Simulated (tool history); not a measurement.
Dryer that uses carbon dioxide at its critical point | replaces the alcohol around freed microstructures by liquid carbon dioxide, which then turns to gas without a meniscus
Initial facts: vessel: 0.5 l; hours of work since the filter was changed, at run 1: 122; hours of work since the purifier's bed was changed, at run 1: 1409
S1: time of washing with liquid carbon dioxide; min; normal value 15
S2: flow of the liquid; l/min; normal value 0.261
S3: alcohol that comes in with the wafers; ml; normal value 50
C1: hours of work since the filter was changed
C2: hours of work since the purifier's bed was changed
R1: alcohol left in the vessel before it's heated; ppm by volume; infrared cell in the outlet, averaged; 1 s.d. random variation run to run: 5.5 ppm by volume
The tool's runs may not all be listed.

run 1 day=0 | S1=15 S2=0.261 S3=50 | C1=122 C2=1409 | R1=232
run 2 day=1.783 | S1=15 S2=0.261 S3=50 | C1=154 C2=1440 | R1=236
-- day=3.233 purifier's bed changed
run 3 day=4.058 | S1=11 S2=0.261 S3=50 | C1=192 C2=15 | R1=981
run 4 day=5.4 | S1=11 S2=0.261 S3=50 | C1=216 C2=39 | R1=1005
run 5 day=7.796 | S1=11 S2=0.261 S3=50 | C1=259 C2=81 | R1=1070
run 6 day=9.308 | S1=11 S2=0.261 S3=50 | C1=285 C2=108 | R1=1094
run 7 day=12.05 | S1=11 S2=0.261 S3=50 | C1=334 C2=157 | R1=1115
run 8 day=13.362 | S1=15 S2=0.261 S3=50 | C1=358 C2=180 | R1=232
run 9 day=15.858 | S1=15 S2=0.261 S3=50 | C1=402 C2=225 | R1=240
run 10 day=17.929 | S1=15 S2=0.261 S3=50 | C1=439 C2=262 | R1=251
run 11 day=19.375 | S1=15 S2=0.261 S3=50 | C1=465 C2=287 | R1=263
run 12 day=21.592 | S1=15 S2=0.306 S3=50 | C1=504 C2=327 | R1=116
-- day=22.388 inlet filter changed
run 13 day=23.871 | S1=9 S2=0.261 S3=50 | C1=26 C2=367 | R1=2085
run 14 day=25.692 | S1=9 S2=0.261 S3=50 | C1=59 C2=399 | R1=2158
run 15 day=27.942 | S1=15 S2=0.261 S3=51 | C1=99 C2=439 | R1=195
run 16 day=29.679 | S1=15 S2=0.261 S3=51 | C1=130 C2=470 | R1=213
run 17 day=31.525 | S1=15 S2=0.261 S3=51 | C1=163 C2=503 | R1=210
run 18 day=33.662 | S1=15 S2=0.261 S3=37 | C1=201 C2=541 | R1=163
run 19 day=35.167 | S1=13 S2=0.296 S3=54 | C1=227 C2=568 | R1=267
run 20 day=36.383 | S1=17 S2=0.411 S3=20 | C1=249 C2=589 | R1=31
run 21 day=38.962 | S1=15 S2=0.261 S3=117 | C1=295 C2=635 | R1=505
run 22 day=41.454 | S1=9 S2=0.401 S3=70 | C1=339 C2=679 | R1=557
run 23 day=42.654 | S1=9 S2=0.401 S3=70 | C1=361 C2=701 | R1=563
run 24 day=43.962 | S1=11 S2=0.401 S3=57 | C1=384 C2=724 | R1=175
run 25 day=45.5 | S1=11 S2=0.401 S3=57 | C1=411 C2=751 | R1=166
run 26 day=48.075 | S1=14 S2=0.262 S3=50 | C1=457 C2=797 | R1=382
run 27 day=50.008 | S1=21 S2=0.262 S3=27 | C1=492 C2=832 | R1=48
-- day=51.579 inlet filter changed
run 28 day=51.592 | S1=21 S2=0.262 S3=27 | C1=0 C2=859 | R1=48
run 29 day=54.029 | S1=15 S2=0.422 S3=88 | C1=44 C2=902 | R1=44
run 30 day=56.362 | S1=18 S2=0.361 S3=82 | C1=85 C2=944 | R1=36
run 31 day=58.167 | S1=15 S2=0.261 S3=107 | C1=117 C2=976 | R1=426
run 32 day=60.633 | S1=15 S2=0.261 S3=107 | C1=161 C2=1020 | R1=442
run 33 day=62.525 | S1=24 S2=0.192 S3=21 | C1=195 C2=1054 | R1=75
run 34 day=65.296 | S1=19 S2=0.261 S3=50 | C1=244 C2=1103 | R1=80
run 35 day=67.675 | S1=22 S2=0.186 S3=47 | C1=286 C2=1145 | R1=191

Describe how what the log doesn't record of the tool's condition differs between the last listed run preceding each entry between runs and the first listed run following it.
In the gap between runs 2 and 3: purifier's bed changed (day 3.233)
  flow that reaches the vessel past the clogged filter, %: 97.4 -> 96.9; alcohol in the recycled carbon dioxide, ppm: 64.9 -> 7.4
  the result without the hidden state subtracted from the measured one, R1: +87 -> +135 ppm by volume
In the gap between runs 12 and 13: inlet filter changed (day 22.388)
  flow that reaches the vessel past the clogged filter, %: 92.4 -> 99.5; alcohol in the recycled carbon dioxide, ppm: 19.5 -> 21.1
  the result without the hidden state subtracted from the measured one, R1: +55 -> +55 ppm by volume
In the gap between runs 27 and 28: inlet filter changed (day 51.579)
  flow that reaches the vessel past the clogged filter, %: 92.8 -> 99.6; alcohol in the recycled carbon dioxide, ppm: 39.6 -> 40.7
  the result without the hidden state subtracted from the measured one, R1: +40 -> +36 ppm by volume
